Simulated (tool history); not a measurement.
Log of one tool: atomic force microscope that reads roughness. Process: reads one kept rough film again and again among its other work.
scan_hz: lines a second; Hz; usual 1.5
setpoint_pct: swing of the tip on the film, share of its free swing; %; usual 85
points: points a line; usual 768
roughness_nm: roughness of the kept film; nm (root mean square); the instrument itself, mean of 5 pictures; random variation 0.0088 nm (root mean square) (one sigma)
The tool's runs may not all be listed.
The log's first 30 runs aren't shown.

run,hour,scan_hz,setpoint_pct,points,roughness_nm
31,885.7,1.5,85,817,1.478
# hour 903.9: new tip fitted
32,916.7,1.5,85,817,1.833
33,951.2,0.77,87,817,1.651
34,989.8,1.5,73,768,1.451
# hour 998.5: new tip fitted
35,1010.1,1.5,57,768,2.017
36,1027.8,1.5,85,786,1.734
37,1052.5,1.5,85,786,1.578
38,1076.4,2.32,63,430,1.514
# hour 1091: new tip fitted
39,1117.1,2.32,63,913,1.845

Forecast run 40:
40,1137.6,2.32,63,913,?

{"run 40": {"roughness_nm": 1.695}}
Without the tool's hidden state the same run would have given roughness_nm 2.06 nm (root mean square).

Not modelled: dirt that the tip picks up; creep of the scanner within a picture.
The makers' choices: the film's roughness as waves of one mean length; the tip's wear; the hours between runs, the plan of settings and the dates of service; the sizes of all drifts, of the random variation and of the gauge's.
